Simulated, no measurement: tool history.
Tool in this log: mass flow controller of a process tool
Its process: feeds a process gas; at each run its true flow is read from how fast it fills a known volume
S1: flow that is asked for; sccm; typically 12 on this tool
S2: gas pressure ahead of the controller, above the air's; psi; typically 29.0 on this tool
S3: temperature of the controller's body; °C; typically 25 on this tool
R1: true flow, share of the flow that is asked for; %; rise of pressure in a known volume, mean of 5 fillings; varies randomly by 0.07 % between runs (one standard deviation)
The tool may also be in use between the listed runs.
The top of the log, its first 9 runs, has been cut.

{"run": 10, "hour": 2188.0, "S1": 12, "S2": 21.5, "S3": 25, "R1": 101.4}
{"run": 11, "hour": 2415.0, "S1": 12, "S2": 21.5, "S3": 25, "R1": 101.54}
{"run": 12, "hour": 2552.3, "S1": 12, "S2": 21.5, "S3": 25, "R1": 101.49}
{"run": 13, "hour": 2762.3, "S1": 18, "S2": 29.0, "S3": 25, "R1": 102.19}
{"run": 14, "hour": 3038.8, "S1": 18, "S2": 29.0, "S3": 27, "R1": 102.03}
{"run": 15, "hour": 3277.3, "S1": 12, "S2": 29.0, "S3": 24, "R1": 102.0}
{"run": 16, "hour": 3544.0, "S1": 12, "S2": 29.0, "S3": 24, "R1": 102.01}
{"run": 17, "hour": 3854.0, "S1": 12, "S2": 29.0, "S3": 22, "R1": 102.27}
{"run": 18, "hour": 4068.9, "S1": 12, "S2": 29.0, "S3": 22, "R1": 102.44}
{"run": 19, "hour": 4230.8, "S1": 12, "S2": 26.0, "S3": 21, "R1": 102.5}
{"run": 20, "hour": 4388.1, "S1": 12, "S2": 39.3, "S3": 25, "R1": 102.8}
{"run": 21, "hour": 4619.3, "S1": 12, "S2": 39.3, "S3": 25, "R1": 102.82}
{"run": 22, "hour": 4847.9, "S1": 12, "S2": 39.3, "S3": 25, "R1": 102.94}
{"run": 23, "hour": 4978.9, "S1": 12, "S2": 39.3, "S3": 25, "R1": 102.87}
{"run": 24, "hour": 5150.8, "S1": 9, "S2": 29.0, "S3": 38, "R1": 101.87}
{"run": 25, "hour": 5322.2, "S1": 17, "S2": 21.5, "S3": 25, "R1": 102.27}
{"run": 26, "hour": 5484.2, "S1": 17, "S2": 21.5, "S3": 25, "R1": 102.39}
{"run": 27, "hour": 5787.0, "S1": 4, "S2": 29.9, "S3": 25, "R1": 105.13}
{"run": 28, "hour": 5927.9, "S1": 4, "S2": 31.8, "S3": 30, "R1": 105.03}
{"run": 29, "hour": 6226.6, "S1": 4, "S2": 23.2, "S3": 31, "R1": 104.64}
{"run": 30, "hour": 6362.2, "S1": 4, "S2": 23.2, "S3": 31, "R1": 104.72}
{"run": 31, "hour": 6671.9, "S1": 8, "S2": 38.3, "S3": 38, "R1": 103.02}

What if the next run were any one of these 4? Each begins from the tool's condition after run 31:
{"run": "A", "hour": 6857.4, "S1": 2, "S2": 29.0, "S3": 21, "R1": "?"}
{"run": "B", "hour": 6857.4, "S1": 4, "S2": 22.8, "S3": 32, "R1": "?"}
{"run": "C", "hour": 6857.4, "S1": 10, "S2": 21.6, "S3": 21, "R1": "?"}
{"run": "D", "hour": 6857.4, "S1": 18, "S2": 35.2, "S3": 28, "R1": "?"}

run=A R1=111.02
run=B R1=104.91
run=C R1=103.12
run=D R1=103.22
Without the tool's unlogged condition, the same runs would have read:
run=A R1=98.06
run=B R1=97.32
run=C R1=98.75
run=D R1=99.80
